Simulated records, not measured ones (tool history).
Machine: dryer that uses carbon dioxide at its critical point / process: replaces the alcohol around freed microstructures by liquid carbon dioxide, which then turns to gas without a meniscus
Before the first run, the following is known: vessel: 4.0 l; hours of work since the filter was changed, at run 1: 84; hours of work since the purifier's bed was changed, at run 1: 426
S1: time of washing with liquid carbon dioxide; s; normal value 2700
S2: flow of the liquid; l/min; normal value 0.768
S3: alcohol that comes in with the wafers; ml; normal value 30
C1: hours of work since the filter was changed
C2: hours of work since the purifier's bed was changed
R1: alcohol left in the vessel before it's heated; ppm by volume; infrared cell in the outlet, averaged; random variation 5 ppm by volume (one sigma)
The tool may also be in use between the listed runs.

run 1 hour=0 | S1=2700 S2=0.768 S3=30 | C1=84 C2=426 | R1=199
run 2 hour=35.2 | S1=2700 S2=1.196 S3=30 | C1=102 C2=443 | R1=201
run 3 hour=58.4 | S1=2700 S2=1.196 S3=30 | C1=113 C2=454 | R1=187
run 4 hour=87.9 | S1=2700 S2=0.768 S3=30 | C1=127 C2=469 | R1=215
run 5 hour=117.5 | S1=2700 S2=0.768 S3=30 | C1=141 C2=483 | R1=219
run 6 hour=151.2 | S1=2700 S2=0.768 S3=30 | C1=158 C2=499 | R1=227
run 7 hour=176.4 | S1=2700 S2=0.768 S3=30 | C1=170 C2=512 | R1=226
run 8 hour=211.7 | S1=2700 S2=0.768 S3=30 | C1=187 C2=529 | R1=239
run 9 hour=247 | S1=2700 S2=0.768 S3=30 | C1=204 C2=546 | R1=249
run 10 hour=267.4 | S1=2700 S2=0.495 S3=30 | C1=214 C2=556 | R1=391
-- hour=294 purifier's bed changed
run 11 hour=302.9 | S1=2700 S2=0.495 S3=30 | C1=230 C2=4 | R1=156
run 12 hour=318.9 | S1=2700 S2=0.495 S3=30 | C1=238 C2=12 | R1=165
run 13 hour=345.3 | S1=2700 S2=0.495 S3=30 | C1=250 C2=25 | R1=175
run 14 hour=380.4 | S1=2700 S2=0.495 S3=30 | C1=267 C2=42 | R1=186
run 15 hour=415.8 | S1=2220 S2=0.768 S3=30 | C1=285 C2=59 | R1=84
run 16 hour=439.1 | S1=2220 S2=0.659 S3=30 | C1=296 C2=70 | R1=135
run 17 hour=464.2 | S1=2220 S2=0.659 S3=30 | C1=308 C2=83 | R1=147
run 18 hour=489.2 | S1=2700 S2=0.768 S3=30 | C1=320 C2=95 | R1=54
run 19 hour=524.5 | S1=2700 S2=0.768 S3=30 | C1=337 C2=112 | R1=64
run 20 hour=557.1 | S1=2700 S2=0.768 S3=30 | C1=353 C2=128 | R1=77
run 21 hour=583.7 | S1=2700 S2=0.768 S3=38 | C1=366 C2=140 | R1=89
run 22 hour=619.9 | S1=2700 S2=0.768 S3=38 | C1=384 C2=158 | R1=95
run 23 hour=644.7 | S1=2700 S2=0.768 S3=38 | C1=396 C2=170 | R1=99
run 24 hour=663.6 | S1=2700 S2=0.768 S3=38 | C1=405 C2=179 | R1=118
run 25 hour=698.6 | S1=2700 S2=0.768 S3=38 | C1=422 C2=196 | R1=113
run 26 hour=720.2 | S1=2700 S2=0.484 S3=30 | C1=432 C2=207 | R1=319
run 27 hour=738.1 | S1=2880 S2=0.965 S3=113 | C1=441 C2=215 | R1=104
run 28 hour=758.5 | S1=4080 S2=0.768 S3=92 | C1=451 C2=225 | R1=105
-- hour=781.5 inlet filter changed
run 29 hour=793.4 | S1=1800 S2=1.262 S3=30 | C1=6 C2=242 | R1=106
run 30 hour=808 | S1=2700 S2=0.731 S3=30 | C1=13 C2=249 | R1=118
run 31 hour=837 | S1=2700 S2=0.601 S3=30 | C1=27 C2=263 | R1=150
run 32 hour=869.5 | S1=3780 S2=1.053 S3=112 | C1=43 C2=279 | R1=114
run 33 hour=904.3 | S1=3780 S2=0.668 S3=82 | C1=60 C2=295 | R1=118
run 34 hour=937.8 | S1=3420 S2=1.095 S3=50 | C1=76 C2=312 | R1=121
run 35 hour=972.4 | S1=3420 S2=0.932 S3=50 | C1=93 C2=328 | R1=141
run 36 hour=991.4 | S1=2520 S2=0.801 S3=32 | C1=102 C2=338 | R1=150
run 37 hour=1026.5 | S1=2400 S2=1.242 S3=38 | C1=119 C2=355 | R1=142
run 38 hour=1044.1 | S1=2460 S2=1.242 S3=49 | C1=127 C2=363 | R1=155
run 39 hour=1074.8 | S1=2040 S2=1.242 S3=77 | C1=142 C2=378 | R1=168
run 40 hour=1104.3 | S1=3660 S2=1.017 S3=27 | C1=156 C2=392 | R1=154
run 41 hour=1140.5 | S1=3660 S2=1.017 S3=27 | C1=174 C2=410 | R1=164
run 42 hour=1176.3 | S1=2040 S2=0.529 S3=37 | C1=191 C2=427 | R1=551
run 43 hour=1203.9 | S1=2400 S2=0.731 S3=30 | C1=205 C2=441 | R1=211
run 44 hour=1230.4 | S1=1680 S2=0.886 S3=30 | C1=218 C2=454 | R1=281
run 45 hour=1249.4 | S1=1920 S2=0.923 S3=30 | C1=227 C2=463 | R1=219
run 46 hour=1276.3 | S1=1740 S2=1.099 S3=30 | C1=240 C2=476 | R1=211
run 47 hour=1298.8 | S1=1740 S2=1.099 S3=30 | C1=251 C2=487 | R1=222
run 48 hour=1332.3 | S1=4320 S2=1.097 S3=34 | C1=267 C2=503 | R1=208

Selected run-to-run steps in R1, each split into two signed amounts: the part the tool would show with no hidden state at all (from settings, incoming material and random variation), and the remainder, which goes to the hidden state together with any gauge scatter not common to the measured and the hidden-state-free results:
Hidden state present: flow that reaches the vessel past the clogged filter, %; alcohol in the recycled carbon dioxide, ppm; drift of the gauge itself on alcohol_ppm, %.
Run 10 -> 11: purifier's bed changed. R1 -235 ppm by volume: hidden state -230, all else -5.
Run 25 -> 26: S2 0.768 -> 0.484, S3 38 -> 30. R1 +206 ppm by volume: hidden state +101, all else +105.
Run 26 -> 27: S1 2700 -> 2880, S2 0.484 -> 0.965, S3 30 -> 113. R1 -215 ppm by volume: hidden state -103, all else -112.
Run 41 -> 42: S1 3660 -> 2040, S2 1.017 -> 0.529, S3 27 -> 37. R1 +387 ppm by volume: hidden state +98, all else +289.
Run 42 -> 43: S1 2040 -> 2400, S2 0.529 -> 0.731, S3 37 -> 30. R1 -340 ppm by volume: hidden state -77, all else -263.
